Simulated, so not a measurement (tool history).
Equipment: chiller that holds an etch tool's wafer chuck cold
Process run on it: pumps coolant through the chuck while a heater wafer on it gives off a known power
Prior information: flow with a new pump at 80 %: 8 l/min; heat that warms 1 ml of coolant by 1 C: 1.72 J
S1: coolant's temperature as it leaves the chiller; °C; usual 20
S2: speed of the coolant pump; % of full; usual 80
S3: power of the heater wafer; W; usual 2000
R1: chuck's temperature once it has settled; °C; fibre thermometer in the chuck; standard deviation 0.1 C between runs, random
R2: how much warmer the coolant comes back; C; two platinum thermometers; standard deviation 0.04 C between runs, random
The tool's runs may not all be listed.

run 1 day=0 | S1=20 S2=80 S3=2000 | R1=40.8 R2=8.79
run 2 day=2.583 | S1=20 S2=80 S3=2000 | R1=40.9 R2=8.8
run 3 day=5.088 | S1=20 S2=80 S3=2000 | R1=41 R2=8.77
-- day=5.3 chiller's thermometer calibrated
run 4 day=7.117 | S1=20 S2=80 S3=2000 | R1=41.6 R2=8.8
run 5 day=9.938 | S1=20 S2=80 S3=1632 | R1=37.7 R2=7.18
run 6 day=12.9 | S1=20 S2=80 S3=2572 | R1=48 R2=11.35
run 7 day=14.321 | S1=20 S2=80 S3=2572 | R1=47.9 R2=11.36
run 8 day=16.917 | S1=20 S2=80 S3=2572 | R1=47.9 R2=11.37
run 9 day=19.046 | S1=20 S2=80 S3=2572 | R1=47.9 R2=11.34
run 10 day=21.967 | S1=21 S2=80 S3=2000 | R1=42.8 R2=8.88
run 11 day=25.088 | S1=30 S2=80 S3=1927 | R1=50.9 R2=8.55
run 12 day=27.417 | S1=30 S2=80 S3=1927 | R1=51.1 R2=8.54
run 13 day=29.7 | S1=30 S2=80 S3=1927 | R1=51 R2=8.56
run 14 day=32.379 | S1=11 S2=74 S3=2677 | R1=41.8 R2=12.81
run 15 day=35.488 | S1=14 S2=80 S3=2000 | R1=36 R2=8.93
run 16 day=37.192 | S1=20 S2=80 S3=2081 | R1=43 R2=9.2
run 17 day=40 | S1=24 S2=90 S3=1399 | R1=38.3 R2=5.57
run 18 day=42.288 | S1=16 S2=89 S3=2068 | R1=37.4 R2=8.28

Estimate the outcome of run 19 from the log above:
run 19 day=44.35 | S1=15 S2=82 S3=1291 | R1=? R2=?

Run 19 yielded R1 29.2 °C, R2 5.6 C.
Take away the tool's hidden state, keep the run-to-run variation as it was, and the same run would have given R1 28.7 °C, R2 5.47 C.
